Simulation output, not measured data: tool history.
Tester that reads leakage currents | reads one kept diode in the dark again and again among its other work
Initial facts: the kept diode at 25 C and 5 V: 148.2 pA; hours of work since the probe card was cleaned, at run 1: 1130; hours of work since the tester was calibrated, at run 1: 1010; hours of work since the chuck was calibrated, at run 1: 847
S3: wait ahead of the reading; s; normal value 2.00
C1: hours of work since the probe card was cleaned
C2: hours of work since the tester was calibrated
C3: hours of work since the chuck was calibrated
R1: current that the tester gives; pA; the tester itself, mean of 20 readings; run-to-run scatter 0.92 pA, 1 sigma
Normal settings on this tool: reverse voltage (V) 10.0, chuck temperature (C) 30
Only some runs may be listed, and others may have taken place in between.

run 1 hour=0.0 | reverse_voltage_(V)=10.0 chuck_temperature_(C)=30 S3=2.00 | C1=1130 C2=1010 C3=847 | R1=355.67
run 2 hour=106.4 | reverse_voltage_(V)=10.0 chuck_temperature_(C)=30 S3=2.00 | C1=1196 C2=1077 C3=913 | R1=359.74
run 3 hour=251.5 | reverse_voltage_(V)=10.0 chuck_temperature_(C)=30 S3=2.00 | C1=1286 C2=1167 C3=1004 | R1=364.21
run 4 hour=361.2 | reverse_voltage_(V)=10.0 chuck_temperature_(C)=30 S3=2.00 | C1=1355 C2=1235 C3=1072 | R1=366.45
run 5 hour=445.1 | reverse_voltage_(V)=10.0 chuck_temperature_(C)=30 S3=2.00 | C1=1407 C2=1287 C3=1124 | R1=371.70
run 6 hour=570.1 | reverse_voltage_(V)=10.0 chuck_temperature_(C)=30 S3=0.49 | C1=1484 C2=1364 C3=1201 | R1=379.01
run 7 hour=722.7 | reverse_voltage_(V)=10.0 chuck_temperature_(C)=30 S3=0.49 | C1=1579 C2=1459 C3=1296 | R1=386.26
-- hour=808.9 chuck's temperature calibrated
run 8 hour=860.1 | reverse_voltage_(V)=10.0 chuck_temperature_(C)=30 S3=2.00 | C1=1663 C2=1543 C3=32 | R1=323.42
run 9 hour=966.7 | reverse_voltage_(V)=10.0 chuck_temperature_(C)=30 S3=2.00 | C1=1729 C2=1609 C3=98 | R1=327.84
run 10 hour=1082.2 | reverse_voltage_(V)=10.0 chuck_temperature_(C)=30 S3=2.00 | C1=1801 C2=1681 C3=170 | R1=331.24
run 11 hour=1199.7 | reverse_voltage_(V)=10.0 chuck_temperature_(C)=30 S3=2.00 | C1=1874 C2=1754 C3=243 | R1=334.17
run 12 hour=1322.9 | reverse_voltage_(V)=10.0 chuck_temperature_(C)=30 S3=2.00 | C1=1950 C2=1830 C3=319 | R1=338.56
run 13 hour=1413.6 | reverse_voltage_(V)=10.0 chuck_temperature_(C)=30 S3=2.00 | C1=2007 C2=1887 C3=375 | R1=341.25
run 14 hour=1490.2 | reverse_voltage_(V)=10.0 chuck_temperature_(C)=30 S3=2.00 | C1=2054 C2=1934 C3=423 | R1=345.66
-- hour=1504.3 probe card cleaned and baked
run 15 hour=1574.7 | reverse_voltage_(V)=10.0 chuck_temperature_(C)=30 S3=2.00 | C1=44 C2=1985 C3=474 | R1=359.71
run 16 hour=1711.0 | reverse_voltage_(V)=10.0 chuck_temperature_(C)=30 S3=3.55 | C1=128 C2=2070 C3=558 | R1=365.84
-- hour=1860.4 probe card cleaned and baked, once more
run 17 hour=1871.5 | reverse_voltage_(V)=10.0 chuck_temperature_(C)=30 S3=5.76 | C1=7 C2=2167 C3=656 | R1=333.96
run 18 hour=2001.4 | reverse_voltage_(V)=10.0 chuck_temperature_(C)=30 S3=5.76 | C1=88 C2=2248 C3=737 | R1=338.54
run 19 hour=2118.9 | reverse_voltage_(V)=10.0 chuck_temperature_(C)=30 S3=2.00 | C1=160 C2=2321 C3=810 | R1=343.45
run 20 hour=2187.7 | reverse_voltage_(V)=10.0 chuck_temperature_(C)=30 S3=2.00 | C1=203 C2=2364 C3=852 | R1=348.23
run 21 hour=2300.3 | reverse_voltage_(V)=1.5 chuck_temperature_(C)=30 S3=2.00 | C1=273 C2=2433 C3=922 | R1=169.74
run 22 hour=2457.9 | reverse_voltage_(V)=7.6 chuck_temperature_(C)=30 S3=1.69 | C1=371 C2=2531 C3=1020 | R1=321.65
run 23 hour=2601.2 | reverse_voltage_(V)=13.0 chuck_temperature_(C)=43 S3=2.00 | C1=460 C2=2620 C3=1109 | R1=1215.64
run 24 hour=2689.6 | reverse_voltage_(V)=12.5 chuck_temperature_(C)=51 S3=2.99 | C1=515 C2=2675 C3=1164 | R1=2289.77
run 25 hour=2772.2 | reverse_voltage_(V)=14.2 chuck_temperature_(C)=23 S3=3.41 | C1=566 C2=2726 C3=1215 | R1=226.79

Estimate the outcome of run 26 from the log above:
run 26 hour=2880.4 | reverse_voltage_(V)=14.2 chuck_temperature_(C)=23 S3=3.41 | C1=633 C2=2794 C3=1282 | R1=?

R1: 231.10 pA
With the hidden condition absent and the run-to-run variation left alone, this run would have shown R1 183.82 pA.
